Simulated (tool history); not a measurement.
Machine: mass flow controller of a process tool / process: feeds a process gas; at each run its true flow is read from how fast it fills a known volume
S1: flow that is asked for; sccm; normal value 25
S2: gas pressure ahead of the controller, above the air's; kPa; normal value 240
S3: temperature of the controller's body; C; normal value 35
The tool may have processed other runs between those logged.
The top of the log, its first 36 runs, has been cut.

{"run": 37, "hour": 4961.0, "S1": 25, "S2": 240, "S3": 32, "true flow (%)": 103.62}
{"run": 38, "hour": 5109.9, "S1": 25, "S2": 240, "S3": 32, "true flow (%)": 103.59}
{"run": 39, "hour": 5285.5, "S1": 25, "S2": 240, "S3": 32, "true flow (%)": 103.74}
{"run": 40, "hour": 5376.5, "S1": 25, "S2": 240, "S3": 32, "true flow (%)": 103.69}
{"run": 41, "hour": 5462.0, "S1": 7, "S2": 240, "S3": 23, "true flow (%)": 103.01}
{"run": 42, "hour": 5553.3, "S1": 40, "S2": 142, "S3": 35, "true flow (%)": 103.69}
{"run": 43, "hour": 5741.2, "S1": 40, "S2": 142, "S3": 35, "true flow (%)": 103.99}
{"run": 44, "hour": 5829.8, "S1": 5, "S2": 222, "S3": 25, "true flow (%)": 103.41}
{"run": 45, "hour": 5988.7, "S1": 8, "S2": 140, "S3": 30, "true flow (%)": 103.09}

4 options for the next run, each taken on its own from the tool as it stands now. Forecast them:
{"run": "A", "hour": 6084.2, "S1": 9, "S2": 140, "S3": 24, "true flow (%)": "?"}
{"run": "B", "hour": 6084.2, "S1": 23, "S2": 205, "S3": 30, "true flow (%)": "?"}
{"run": "C", "hour": 6084.2, "S1": 25, "S2": 168, "S3": 26, "true flow (%)": "?"}
{"run": "D", "hour": 6084.2, "S1": 8, "S2": 162, "S3": 30, "true flow (%)": "?"}

run=A true_flow_(%)=102.85
run=B true_flow_(%)=103.77
run=C true_flow_(%)=103.31
run=D true_flow_(%)=103.27
Without the tool's hidden state the same runs would have given:
run=A true_flow_(%)=98.08
run=B true_flow_(%)=99.31
run=C true_flow_(%)=98.86
run=D true_flow_(%)=98.42
